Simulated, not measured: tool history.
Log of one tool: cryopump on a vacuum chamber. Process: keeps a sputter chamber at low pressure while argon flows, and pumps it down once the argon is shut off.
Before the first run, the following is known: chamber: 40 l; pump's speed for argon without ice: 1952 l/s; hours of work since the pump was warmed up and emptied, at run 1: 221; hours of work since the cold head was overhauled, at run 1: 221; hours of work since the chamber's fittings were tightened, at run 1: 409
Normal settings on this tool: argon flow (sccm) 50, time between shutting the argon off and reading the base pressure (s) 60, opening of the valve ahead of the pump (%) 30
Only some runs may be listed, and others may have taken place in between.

run	day	argon flow (sccm)	time between shutting the argon off and reading the base pressure (s)	opening of the valve ahead of the pump (%)	hours of work since the pump was warmed up and emptied	hours of work since the cold head was overhauled	hours of work since the chamber's fittings were tightened	pressure while argon flows (Pa)	pressure after the wait (uPa)
1	0.000	50	60	30	221	221	409	0.1463	1.66
2	1.138	50	60	30	239	239	426	0.1462	1.69
3	2.612	50	60	30	261	261	449	0.1457	1.65
4	4.617	50	60	30	291	291	479	0.1483	1.71
5	6.133	50	60	30	315	315	502	0.1479	1.76
6	7.838	26	60	30	340	340	528	0.0764	1.75
7	9.308	40	60	30	363	363	550	0.1178	1.84
8	10.533	50	60	30	382	382	569	0.1471	1.81
9	12.067	50	60	30	405	405	592	0.1486	1.80
10	14.225	50	254	45	438	438	625	0.1012	1.05
11	16.162	50	60	39	467	467	655	0.1159	1.92
12	18.596	24	108	50	504	504	692	0.0436	1.43
13	20.950	24	108	50	540	540	728	0.0440	1.49
14	23.238	24	108	50	575	575	762	0.0447	1.51
15	25.138	34	153	51	604	604	791	0.0623	1.35
16	26.650	50	136	15	627	627	814	0.2964	1.44
17	27.642	50	136	15	642	642	829	0.2973	1.51
18	30.062	50	136	15	679	679	866	0.2942	1.48

Below, some changes in pressure while argon flows (Pa) between adjacent runs. For each, the amount present without the hidden state too (settings, incoming material, random variation) and the amount remaining for the hidden state with gauge scatter not shared by both compared results:
Hidden state present: pump's speed, % of a pump's without ice; cold plate's temperature, K; leak into the chamber, uPa l/s; drift of the gauge itself on working_pa, %; drift of the gauge itself on base_upa, %.
Run 11 -> 12: argon flow (sccm) 50 -> 24, time between shutting the argon off and reading the base pressure (s) 60 -> 108, opening of the valve ahead of the pump (%) 39 -> 50. pressure while argon flows (Pa) -0.0723: hidden state -0.0024, all else -0.0699.
Run 15 -> 16: argon flow (sccm) 34 -> 50, time between shutting the argon off and reading the base pressure (s) 153 -> 136, opening of the valve ahead of the pump (%) 51 -> 15. pressure while argon flows (Pa) +0.2341: hidden state +0.0024, all else +0.2317.

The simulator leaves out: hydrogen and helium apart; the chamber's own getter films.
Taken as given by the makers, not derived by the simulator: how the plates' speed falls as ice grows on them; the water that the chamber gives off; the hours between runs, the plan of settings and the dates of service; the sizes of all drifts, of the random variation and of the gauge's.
